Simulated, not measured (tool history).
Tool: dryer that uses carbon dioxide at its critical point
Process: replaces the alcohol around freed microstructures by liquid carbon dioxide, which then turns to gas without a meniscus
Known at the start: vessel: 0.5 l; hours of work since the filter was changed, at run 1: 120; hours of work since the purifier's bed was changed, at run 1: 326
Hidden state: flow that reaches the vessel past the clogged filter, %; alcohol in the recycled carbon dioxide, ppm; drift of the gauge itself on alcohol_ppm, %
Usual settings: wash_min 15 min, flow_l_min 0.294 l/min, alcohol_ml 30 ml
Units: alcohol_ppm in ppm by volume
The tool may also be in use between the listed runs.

run   hour  wash_min  flow_l_min  alcohol_ml  hours of work since the filter was changed  hours of work since the purifier's bed was changed  alcohol_ppm
  1      0        15       0.294          30                                         120                                                 326           52
  2   11.2        15       0.294          30                                         127                                                 332           55
  3   26.9        15       0.294          30                                         136                                                 341           67
  4   43.4        15       0.294          30                                         146                                                 351           53
  5   58.1        15       0.294          30                                         154                                                 359           54
  6   73.3        15       0.268          30                                         163                                                 368           96
  7   83.5        14       0.268          30                                         169                                                 374          149
  8     97        14       0.333          30                                         177                                                 382           49
  9  110.6        14       0.333          29                                         185                                                 390           46
 10  122.8        14       0.333          29                                         192                                                 397           52
 11  133.2        14       0.333          29                                         198                                                 403           50
 12  156.3        15       0.294         106                                         212                                                 417          176
 13  178.2        15       0.294          54                                         224                                                 430           97
 14  197.7        15       0.442          54                                         236                                                 441           30
 15  213.5        15       0.277          30                                         245                                                 450           96
 16  227.1        15       0.277          30                                         253                                                 458           96
 17  244.5        15       0.277          30                                         263                                                 468          102
 18  258.5        15       0.277          30                                         271                                                 477          106
 19  272.3        15       0.277          30                                         279                                                 485           96
 20  288.7        15       0.343          30                                         289                                                 494           46
 21  310.8        15       0.343          30                                         302                                                 507           47
 22  320.5        15       0.343          30                                         308                                                 513           40
 23  341.8        15       0.294          79                                         320                                                 525          153
     350.3  -- inlet filter changed
 24  365.4        15       0.294          79                                           9                                                 538          103
 25  386.7        12       0.262          79                                          21                                                 551          719
 26  408.5        12       0.262          79                                          34                                                 564          730
 27  426.7         9       0.278          59                                          45                                                 574         1609
 28  441.2        13       0.195          30                                          53                                                 583          815
 29  451.1        13       0.195          30                                          59                                                 589          833
 30  465.7        22       0.294          30                                          67                                                 597           38
 31  486.3        19       0.183          33                                          79                                                 609          228
 32  502.3        19       0.183          35                                          89                                                 618          230
 33  520.2        19       0.402          85                                          99                                                 629           33
 34  530.7        15       0.245          27                                         105                                                 635          139
 35  551.2        21       0.294         103                                         117                                                 647           48
 36  571.4        11        0.26          70                                         129                                                 659         1150
 37  593.4        15       0.254          65                                         142                                                 672          237
 38  603.8        12       0.254         100                                         148                                                 678         1201
 39  623.3        10       0.228          46                                         160                                                 689         2060
 40  633.2        10        0.42          46                                         165                                                 695          122
 41  645.2        13        0.42          46                                         172                                                 702           49
 42  667.4        15       0.275          54                                         185                                                 715          147
 43  677.5        15       0.284          39                                         191                                                 721          102
 44  693.2        15       0.284          39                                         200                                                 730          104
 45  706.2        15       0.294          30                                         208                                                 738           80
 46  716.7        15       0.294          30                                         214                                                 744           77
 47  739.7         9       0.338          68                                         228                                                 757          909
 48  759.5         9       0.338          68                                         239                                                 769          907

Forecast each of these 3 alternatives for the next run:
  A  772.5        12       0.338         107                                         247                                                 776            ?
  B  772.5        15       0.374          30                                         247                                                 776            ?
  C  772.5        14       0.319         108                                         247                                                 776            ?

run  alcohol_ppm
  A          296
  B           49
  C          169
Without the tool's hidden state the same runs would have given:
run  alcohol_ppm
  A          184
  B           10
  C           89
